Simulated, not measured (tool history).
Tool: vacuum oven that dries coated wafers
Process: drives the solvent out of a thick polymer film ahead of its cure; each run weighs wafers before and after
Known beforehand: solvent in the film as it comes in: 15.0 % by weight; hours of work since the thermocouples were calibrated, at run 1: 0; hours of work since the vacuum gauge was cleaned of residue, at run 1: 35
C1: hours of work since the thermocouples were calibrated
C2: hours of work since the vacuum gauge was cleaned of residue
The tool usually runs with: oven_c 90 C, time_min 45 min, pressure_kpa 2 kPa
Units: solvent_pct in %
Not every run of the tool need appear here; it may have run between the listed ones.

Run 1, hour 0: usual settings; C1 0; C2 35. Result: solvent_pct 3.15 %.
Run 2, hour 28: usual settings; C1 16; C2 52. Result: solvent_pct 2.99 %.
Run 3, hour 40.4: usual settings but oven_c 95 C; C1 23; C2 59. Result: solvent_pct 1.9 %.
Run 4, hour 56.2: usual settings but oven_c 95 C; C1 32; C2 68. Result: solvent_pct 1.87 %.
Run 5, hour 73.6: usual settings but oven_c 95 C; C1 42; C2 78. Result: solvent_pct 1.98 %.
Run 6, hour 86.1: usual settings; C1 50; C2 85. Result: solvent_pct 3.08 %.
Run 7, hour 113.8: usual settings but oven_c 80 C; C1 66; C2 101. Result: solvent_pct 6.24 %.
Run 8, hour 127.3: usual settings but oven_c 79 C, time_min 25 min, pressure_kpa 2.66 kPa; C1 73; C2 109. Result: solvent_pct 8.93 %.
Run 9, hour 144.3: usual settings but oven_c 85 C, time_min 50 min, pressure_kpa 1.13 kPa; C1 83; C2 119. Result: solvent_pct 3.77 %.
Run 10, hour 170.7: usual settings but oven_c 97 C, time_min 62 min, pressure_kpa 1.13 kPa; C1 98; C2 134. Result: solvent_pct 0.77 %.
Run 11, hour 190.7: usual settings but time_min 56 min; C1 110; C2 145. Result: solvent_pct 2.45 %.
Run 12, hour 207.7: usual settings but oven_c 79 C, time_min 62 min, pressure_kpa 2.34 kPa; C1 120; C2 155. Result: solvent_pct 5.42 %.
Run 13, hour 237.2: usual settings but oven_c 101 C, time_min 25 min, pressure_kpa 2.34 kPa; C1 137; C2 172. Result: solvent_pct 2.37 %.
Run 14, hour 250.2: usual settings but oven_c 86 C, pressure_kpa 1.26 kPa; C1 144; C2 180. Result: solvent_pct 3.91 %.

3 options for the next run, each taken on its own from the tool as it stands now. Forecast them:
Run A, hour 273.2: usual settings but oven_c 84 C, time_min 24 min, pressure_kpa 3.89 kPa; C1 157; C2 193. Result: solvent_pct ?.
Run B, hour 273.2: usual settings but oven_c 86 C, time_min 22 min, pressure_kpa 1.87 kPa; C1 157; C2 193. Result: solvent_pct ?.
Run C, hour 273.2: usual settings but oven_c 101 C, time_min 34 min, pressure_kpa 2.54 kPa; C1 157; C2 193. Result: solvent_pct ?.

run  solvent_pct
  A            8
  B         7.13
  C         1.59
Had the tool no hidden state, the same runs would have come out as:
run  solvent_pct
  A         8.11
  B         7.24
  C         1.65
